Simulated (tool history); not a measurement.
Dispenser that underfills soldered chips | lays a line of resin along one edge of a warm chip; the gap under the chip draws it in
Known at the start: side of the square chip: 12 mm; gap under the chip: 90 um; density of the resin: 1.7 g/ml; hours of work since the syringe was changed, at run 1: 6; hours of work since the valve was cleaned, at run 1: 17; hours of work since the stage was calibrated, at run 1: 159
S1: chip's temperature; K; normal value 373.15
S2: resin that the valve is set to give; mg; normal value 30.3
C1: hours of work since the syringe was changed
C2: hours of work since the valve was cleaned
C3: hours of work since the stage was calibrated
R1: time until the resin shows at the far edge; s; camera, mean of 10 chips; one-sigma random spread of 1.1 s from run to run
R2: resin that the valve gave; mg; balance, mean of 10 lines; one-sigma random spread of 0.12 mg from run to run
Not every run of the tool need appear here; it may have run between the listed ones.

Run 1, hour 0: usual settings; C1 6; C2 17; C3 159. Result: R1 148.2 s, R2 30.04 mg.
Run 2, hour 5.2: usual settings; C1 10; C2 21; C3 163. Result: R1 185.9 s, R2 30 mg.
At hour 6.7: new syringe of resin.
Run 3, hour 8.2: usual settings but S2 27 mg; C1 1; C2 23; C3 165. Result: R1 118.4 s, R2 26.68 mg.
Run 4, hour 11: usual settings but S2 27 mg; C1 3; C2 25; C3 168. Result: R1 134.6 s, R2 26.7 mg.
Run 5, hour 13.5: usual settings but S2 27 mg; C1 5; C2 27; C3 170. Result: R1 151 s, R2 26.59 mg.
Run 6, hour 17.6: usual settings but S1 385.15 K; C1 9; C2 31; C3 173. Result: R1 116.3 s, R2 29.9 mg.
At hour 20.9: new syringe of resin.
Run 7, hour 21.3: usual settings but S2 37.4 mg; C1 0; C2 33; C3 176. Result: R1 102.5 s, R2 36.87 mg.
Run 8, hour 25: usual settings but S2 36.9 mg; C1 3; C2 36; C3 179. Result: R1 123.9 s, R2 36.47 mg.
Run 9, hour 27.7: usual settings but S1 370.15 K; C1 5; C2 38; C3 181. Result: R1 161.8 s, R2 29.87 mg.
Run 10, hour 32.3: usual settings but S1 370.15 K; C1 9; C2 42; C3 184. Result: R1 197.9 s, R2 29.69 mg.
At hour 34.9: new syringe of resin.
Run 11, hour 37.9: usual settings but S1 372.15 K; C1 2; C2 46; C3 189. Result: R1 127.5 s, R2 29.68 mg.
Run 12, hour 42.3: usual settings but S1 375.15 K, S2 30.1 mg; C1 6; C2 50; C3 192. Result: R1 138.6 s, R2 29.69 mg.
Run 13, hour 46.8: usual settings but S1 379.15 K, S2 32.7 mg; C1 9; C2 53; C3 196. Result: R1 144 s, R2 31.81 mg.
At hour 48.9: new syringe of resin.
Run 14, hour 51.8: usual settings but S1 376.15 K, S2 28.8 mg; C1 2; C2 57; C3 199. Result: R1 113.9 s, R2 28.02 mg.
Run 15, hour 55.3: usual settings but S1 367.15 K; C1 5; C2 60; C3 202. Result: R1 179.6 s, R2 29.5 mg.
Run 16, hour 60.5: usual settings but S1 367.15 K; C1 9; C2 64; C3 206. Result: R1 230.1 s, R2 29.48 mg.
At hour 62.8: new syringe of resin.
Run 17, hour 66.5: usual settings but S1 370.15 K, S2 37.7 mg; C1 3; C2 69; C3 211. Result: R1 134.1 s, R2 36.72 mg.
Run 18, hour 69.6: usual settings but S1 370.15 K, S2 37.7 mg; C1 5; C2 71; C3 213. Result: R1 158 s, R2 36.28 mg.
Run 19, hour 74.3: usual settings but S1 384.15 K, S2 25.9 mg; C1 9; C2 75; C3 217. Result: R1 130 s, R2 25.05 mg.

Difference, measured minus no-hidden-state, one row per run. Run-to-run variation is common to both terms; the gauge's own scatter need not be:
The tool's hidden condition here consists of: resin's viscosity, % of fresh resin's; dose that the valve gives, % of what is set; true chip temperature over the reading, C; drift of the gauge itself on fill_s, %; drift of the gauge itself on given_mg, %.
run     R1     R2
  1    +39  -0.24
  2  +77.3   -0.3
  3   +5.7   -0.3
  4  +21.5  -0.32
  5  +37.5  -0.35
  6  +43.9  -0.45
  7   -0.9  -0.59
  8  +18.2  -0.64
  9  +39.3  -0.55
 10  +76.8   -0.6
 11  +14.2  -0.65
 12  +37.6  -0.71
 13  +58.4  -0.81
 14  +13.2  -0.77
 15  +43.5  -0.85
 16  +92.2  -0.91
 17    +16  -1.21
 18  +37.5  -1.24
 19  +50.6  -0.91
